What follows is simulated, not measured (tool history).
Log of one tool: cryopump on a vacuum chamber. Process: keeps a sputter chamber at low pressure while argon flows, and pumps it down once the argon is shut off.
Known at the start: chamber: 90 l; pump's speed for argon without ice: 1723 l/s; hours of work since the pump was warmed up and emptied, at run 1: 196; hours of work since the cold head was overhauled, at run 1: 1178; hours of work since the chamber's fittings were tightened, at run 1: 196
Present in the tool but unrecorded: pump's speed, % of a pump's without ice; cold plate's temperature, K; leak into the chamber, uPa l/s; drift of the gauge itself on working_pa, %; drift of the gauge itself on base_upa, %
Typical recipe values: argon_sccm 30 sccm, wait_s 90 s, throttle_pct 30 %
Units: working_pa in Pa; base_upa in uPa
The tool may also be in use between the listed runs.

| run | hour | argon_sccm | wait_s | throttle_pct | hours of work since the pump was warmed up and emptied | hours of work since the cold head was overhauled | hours of work since the chamber's fittings were tightened | working_pa | base_upa |
|---|---|---|---|---|---|---|---|---|---|
| 1 | 0.0 | 30 | 90 | 30 | 196 | 1178 | 196 | 0.1004 | 1.24 |
| 2 | 79.5 | 30 | 90 | 30 | 253 | 1235 | 253 | 0.1019 | 1.23 |
| 3 | 143.5 | 30 | 90 | 29 | 299 | 1281 | 299 | 0.1058 | 1.28 |
| 4 | 182.4 | 30 | 90 | 29 | 327 | 1309 | 327 | 0.1072 | 1.28 |
| 5 | 264.2 | 30 | 90 | 29 | 385 | 1367 | 385 | 0.1084 | 1.36 |
| 6 | 331.2 | 30 | 90 | 30 | 433 | 1415 | 433 | 0.1054 | 1.44 |
|  | 369.4 | pump warmed up, emptied and cooled again |
| 7 | 409.5 | 30 | 90 | 30 | 29 | 1468 | 485 | 0.0993 | 1.37 |
| 8 | 452.0 | 25 | 90 | 16 | 59 | 1498 | 516 | 0.1552 | 1.38 |
| 9 | 514.0 | 31 | 46 | 30 | 103 | 1542 | 560 | 0.1038 | 2.14 |
| 10 | 593.6 | 28 | 189 | 41 | 160 | 1599 | 617 | 0.0697 | 0.91 |
| 11 | 667.8 | 28 | 83 | 36 | 213 | 1652 | 670 | 0.0800 | 1.48 |
| 12 | 724.7 | 28 | 83 | 36 | 254 | 1693 | 711 | 0.0812 | 1.58 |
| 13 | 762.8 | 26 | 272 | 30 | 281 | 1720 | 738 | 0.0895 | 0.94 |

4 ways to go on from here, each from the tool as it stands after run 13. What would each give?
| A | 834.3 | 17 | 53 | 25 | 332 | 1771 | 789 | ? | ? |
| B | 834.3 | 17 | 21 | 38 | 332 | 1771 | 789 | ? | ? |
| C | 834.3 | 13 | 35 | 30 | 332 | 1771 | 789 | ? | ? |
| D | 834.3 | 16 | 272 | 30 | 332 | 1771 | 789 | ? | ? |

| run | working_pa | base_upa |
|---|---|---|
| A | 0.0697 | 2.17 |
| B | 0.0473 | 4.30 |
| C | 0.0442 | 2.88 |
| D | 0.0553 | 1.02 |
Without the tool's unlogged condition, the same runs would have read:
| run | working_pa | base_upa |
|---|---|---|
| A | 0.0664 | 1.62 |
| B | 0.0439 | 3.75 |
| C | 0.0417 | 2.33 |
| D | 0.0521 | 0.47 |
